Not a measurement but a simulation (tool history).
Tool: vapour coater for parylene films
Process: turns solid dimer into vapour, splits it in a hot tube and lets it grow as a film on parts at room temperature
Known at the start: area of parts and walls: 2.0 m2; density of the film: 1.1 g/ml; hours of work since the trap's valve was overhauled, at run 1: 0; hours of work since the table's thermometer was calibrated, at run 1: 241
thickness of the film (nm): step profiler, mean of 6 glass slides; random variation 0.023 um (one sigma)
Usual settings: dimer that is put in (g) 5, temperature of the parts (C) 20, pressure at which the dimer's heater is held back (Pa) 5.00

run	hour	dimer that is put in (g)	temperature of the parts (C)	pressure at which the dimer's heater is held back (Pa)	hours of work since the trap's valve was overhauled	hours of work since the table's thermometer was calibrated	thickness of the film (nm)
1	0.0	5	20	5.00	0	241	1470
2	14.1	5	20	5.00	8	248	1420
3	33.1	5	20	5.00	18	259	1390
4	52.0	5	20	5.00	29	269	1400
5	67.8	5	20	5.00	38	278	1350
6	84.7	5	24	5.00	47	288	1350
7	102.8	5	20	5.00	57	298	1410
8	118.9	5	20	5.00	66	307	1410
9	129.3	5	20	5.00	72	312	1420
10	146.8	5	20	5.00	82	322	1380
11	157.0	6	23	5.00	87	328	1590
12	169.7	5	20	4.26	94	335	1430
13	178.3	4	13	5.00	99	340	1240
14	192.1	9	20	5.00	107	347	2490
15	211.2	9	20	5.00	117	358	2510
16	221.2	9	20	2.64	123	363	2610

5 ways to go on from here, each from the tool as it stands after run 16. What would each give?
A	238.5	5	30	5.00	133	373	?
B	238.5	8	20	5.00	133	373	?
C	238.5	3	17	5.00	133	373	?
D	238.5	9	20	3.50	133	373	?
E	238.5	8	20	5.00	133	373	?

run	thickness of the film (nm)
A	1160
B	2220
C	860
D	2510
E	2260
Without the tool's hidden state the same runs would have given:
run	thickness of the film (nm)
A	1190
B	2280
C	880
D	2570
E	2310

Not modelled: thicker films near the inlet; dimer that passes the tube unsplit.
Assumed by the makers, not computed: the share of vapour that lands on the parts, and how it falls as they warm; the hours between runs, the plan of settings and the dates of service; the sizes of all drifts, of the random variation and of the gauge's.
